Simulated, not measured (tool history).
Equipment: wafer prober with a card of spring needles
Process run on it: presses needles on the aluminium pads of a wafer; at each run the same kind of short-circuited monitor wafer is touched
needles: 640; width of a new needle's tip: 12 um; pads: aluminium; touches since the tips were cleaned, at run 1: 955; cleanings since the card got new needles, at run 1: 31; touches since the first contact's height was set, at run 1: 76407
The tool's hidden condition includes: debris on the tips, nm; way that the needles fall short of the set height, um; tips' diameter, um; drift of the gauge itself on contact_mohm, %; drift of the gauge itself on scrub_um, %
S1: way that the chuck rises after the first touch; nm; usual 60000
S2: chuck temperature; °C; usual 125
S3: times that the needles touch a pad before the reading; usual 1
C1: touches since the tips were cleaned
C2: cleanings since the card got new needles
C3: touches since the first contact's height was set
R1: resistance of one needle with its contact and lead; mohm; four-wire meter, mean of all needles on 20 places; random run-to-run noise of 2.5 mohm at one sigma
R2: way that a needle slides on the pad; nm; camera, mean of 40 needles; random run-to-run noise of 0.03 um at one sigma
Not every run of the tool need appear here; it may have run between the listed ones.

Run 1, hour 0.0: usual settings; C1 955; C2 31; C3 76407. Result: R1 297 mohm, R2 11920 nm.
At hour 23.5: tips cleaned on abrasive film.
Run 2, hour 30.9: usual settings; C1 1556; C2 32; C3 82876. Result: R1 300 mohm, R2 11900 nm.
At hour 53.0: tips cleaned on abrasive film.
Run 3, hour 55.9: usual settings but S2 75 °C; C1 623; C2 33; C3 88099. Result: R1 280 mohm, R2 11930 nm.
Run 4, hour 79.6: usual settings; C1 5587; C2 33; C3 93063. Result: R1 318 mohm, R2 11920 nm.
At hour 81.3: tips cleaned on abrasive film.
Run 5, hour 100.3: usual settings but S3 2; C1 3977; C2 34; C3 97373. Result: R1 301 mohm, R2 11950 nm.
At hour 109.9: tips cleaned on abrasive film.
Run 6, hour 131.8: usual settings but S2 28 °C, S3 2; C1 4605; C2 35; C3 103971. Result: R1 276 mohm, R2 11910 nm.
At hour 137.8: tips cleaned on abrasive film.
Run 7, hour 164.2: usual settings but S2 28 °C, S3 2; C1 5523; C2 36; C3 110734. Result: R1 280 mohm, R2 11930 nm.
At hour 165.8: tips cleaned on abrasive film.
Run 8, hour 179.8: usual settings but S2 28 °C, S3 2; C1 2944; C2 37; C3 113998. Result: R1 277 mohm, R2 11900 nm.
At hour 194.3: tips cleaned on abrasive film.
Run 9, hour 194.3: usual settings; C1 0; C2 38; C3 117018. Result: R1 281 mohm, R2 11930 nm.
Run 10, hour 215.5: usual settings; C1 4448; C2 38; C3 121466. Result: R1 314 mohm, R2 11880 nm.
At hour 223.8: tips cleaned on abrasive film.
Run 11, hour 231.9: usual settings but S2 109 °C; C1 1693; C2 39; C3 124882. Result: R1 294 mohm, R2 11850 nm.
At hour 235.1: height of the first contact set anew.
At hour 252.6: tips cleaned on abrasive film.
Run 12, hour 258.5: usual settings but S2 109 °C; C1 1241; C2 40; C3 4904. Result: R1 294 mohm, R2 11820 nm.
Run 13, hour 278.6: usual settings but S2 109 °C; C1 5458; C2 40; C3 9121. Result: R1 314 mohm, R2 11820 nm.
At hour 281.0: tips cleaned on abrasive film.
Run 14, hour 300.2: usual settings but S2 109 °C; C1 4020; C2 41; C3 13624. Result: R1 309 mohm, R2 11820 nm.
At hour 309.3: tips cleaned on abrasive film.
Run 15, hour 315.8: usual settings but S2 109 °C; C1 1367; C2 42; C3 16866. Result: R1 294 mohm, R2 11840 nm.
At hour 338.0: tips cleaned on abrasive film.
Run 16, hour 343.4: usual settings but S2 109 °C; C1 1133; C2 43; C3 22645. Result: R1 297 mohm, R2 11810 nm.
At hour 358.0: height of the first contact set anew, once more.
Run 17, hour 360.0: usual settings but S1 58000 nm, S2 48 °C, S3 2; C1 4545; C2 43; C3 424. Result: R1 284 mohm, R2 11570 nm.
At hour 367.0: tips cleaned on abrasive film.
Run 18, hour 382.0: usual settings but S1 49000 nm, S3 3; C1 3139; C2 44; C3 5012. Result: R1 295 mohm, R2 9780 nm.
At hour 396.7: tips cleaned on abrasive film.
Run 19, hour 408.9: usual settings but S1 56000 nm, S2 33 °C, S3 2; C1 2562; C2 45; C3 10635. Result: R1 276 mohm, R2 11190 nm.
At hour 424.5: tips cleaned on abrasive film.
Run 20, hour 438.0: usual settings but S1 56000 nm, S2 39 °C, S3 2; C1 2821; C2 46; C3 16723. Result: R1 275 mohm, R2 11230 nm.

Expected results for the next run?
Run 21, hour 451.6: usual settings but S2 52 °C, S3 2; C1 5677; C2 46; C3 19579. Result: R1 ?, R2 ?.

{"run 21": {"R1": 286, "R2": 12070}}
The same run, on a tool lacking any hidden state, would have yielded R1 260 mohm, R2 12100 nm.
